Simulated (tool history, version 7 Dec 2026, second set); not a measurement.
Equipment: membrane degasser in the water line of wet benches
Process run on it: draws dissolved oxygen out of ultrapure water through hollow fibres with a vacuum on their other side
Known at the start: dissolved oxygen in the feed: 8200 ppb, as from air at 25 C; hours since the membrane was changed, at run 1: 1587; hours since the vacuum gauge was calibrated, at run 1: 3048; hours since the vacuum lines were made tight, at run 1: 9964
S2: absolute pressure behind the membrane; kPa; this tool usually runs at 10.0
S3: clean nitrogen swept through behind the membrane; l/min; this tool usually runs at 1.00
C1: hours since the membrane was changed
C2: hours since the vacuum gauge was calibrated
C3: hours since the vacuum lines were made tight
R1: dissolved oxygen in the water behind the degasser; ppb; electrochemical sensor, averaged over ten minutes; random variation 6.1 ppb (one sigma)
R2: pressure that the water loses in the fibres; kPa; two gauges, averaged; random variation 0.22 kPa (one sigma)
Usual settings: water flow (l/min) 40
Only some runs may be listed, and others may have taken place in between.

{"run": 1, "hour": 0.0, "water flow (l/min)": 40, "S2": 10.0, "S3": 1.0, "C1": 1587, "C2": 3048, "C3": 9964, "R1": 609.4, "R2": 52.45}
{"run": 2, "hour": 98.4, "water flow (l/min)": 40, "S2": 10.0, "S3": 1.0, "C1": 1685, "C2": 3146, "C3": 10063, "R1": 607.2, "R2": 52.28}
{"run": 3, "hour": 171.8, "water flow (l/min)": 40, "S2": 10.0, "S3": 1.0, "C1": 1758, "C2": 3220, "C3": 10136, "R1": 610.6, "R2": 52.33}
{"run": 4, "hour": 238.0, "water flow (l/min)": 30, "S2": 10.0, "S3": 1.0, "C1": 1824, "C2": 3286, "C3": 10202, "R1": 467.0, "R2": 39.74}
{"run": 5, "hour": 282.1, "water flow (l/min)": 30, "S2": 10.0, "S3": 1.0, "C1": 1869, "C2": 3330, "C3": 10246, "R1": 471.6, "R2": 39.17}
{"hour": 308.7, "done": "seals of the vacuum lines changed"}
{"hour": 357.3, "done": "vacuum gauge calibrated"}
{"run": 6, "hour": 383.4, "water flow (l/min)": 30, "S2": 10.0, "S3": 1.0, "C1": 1967, "C2": 26, "C3": 74, "R1": 473.2, "R2": 39.73}
{"run": 7, "hour": 444.3, "water flow (l/min)": 40, "S2": 10.0, "S3": 1.0, "C1": 2028, "C2": 87, "C3": 135, "R1": 610.3, "R2": 52.48}
{"run": 8, "hour": 508.7, "water flow (l/min)": 26, "S2": 10.0, "S3": 1.0, "C1": 2093, "C2": 151, "C3": 199, "R1": 414.0, "R2": 33.98}
{"run": 9, "hour": 568.7, "water flow (l/min)": 26, "S2": 21.4, "S3": 1.0, "C1": 2153, "C2": 211, "C3": 259, "R1": 958.3, "R2": 33.91}
{"run": 10, "hour": 656.5, "water flow (l/min)": 26, "S2": 21.4, "S3": 1.0, "C1": 2240, "C2": 299, "C3": 347, "R1": 945.9, "R2": 34.28}
{"run": 11, "hour": 727.9, "water flow (l/min)": 26, "S2": 21.4, "S3": 1.0, "C1": 2312, "C2": 371, "C3": 419, "R1": 968.1, "R2": 33.98}
{"run": 12, "hour": 805.7, "water flow (l/min)": 63, "S2": 8.4, "S3": 0.4, "C1": 2390, "C2": 448, "C3": 497, "R1": 1162.5, "R2": 83.37}
{"run": 13, "hour": 900.4, "water flow (l/min)": 63, "S2": 8.4, "S3": 0.4, "C1": 2484, "C2": 543, "C3": 591, "R1": 1150.8, "R2": 83.11}
{"run": 14, "hour": 1005.9, "water flow (l/min)": 64, "S2": 8.4, "S3": 0.86, "C1": 2590, "C2": 649, "C3": 697, "R1": 832.7, "R2": 84.57}
{"run": 15, "hour": 1053.7, "water flow (l/min)": 40, "S2": 17.3, "S3": 1.0, "C1": 2638, "C2": 696, "C3": 745, "R1": 1094.4, "R2": 52.46}
{"run": 16, "hour": 1137.7, "water flow (l/min)": 40, "S2": 18.5, "S3": 1.56, "C1": 2722, "C2": 780, "C3": 828, "R1": 864.9, "R2": 52.66}
{"run": 17, "hour": 1187.2, "water flow (l/min)": 40, "S2": 14.8, "S3": 1.56, "C1": 2771, "C2": 830, "C3": 878, "R1": 685.0, "R2": 52.94}
{"run": 18, "hour": 1258.9, "water flow (l/min)": 40, "S2": 14.8, "S3": 1.56, "C1": 2843, "C2": 902, "C3": 950, "R1": 686.7, "R2": 52.97}
{"run": 19, "hour": 1306.5, "water flow (l/min)": 30, "S2": 20.9, "S3": 1.87, "C1": 2891, "C2": 949, "C3": 997, "R1": 657.1, "R2": 39.56}

Run 20, settings as shown, results not yet in. Your forecast:
{"run": 20, "hour": 1394.1, "water flow (l/min)": 30, "S2": 20.9, "S3": 1.87, "C1": 2978, "C2": 1037, "C3": 1085, "R1": "?", "R2": "?"}

{"run 20": {"R1": 645.4, "R2": 39.81}}
With no hidden state in the tool, this same run would have given R1 645.4 ppb, R2 39.28 kPa.
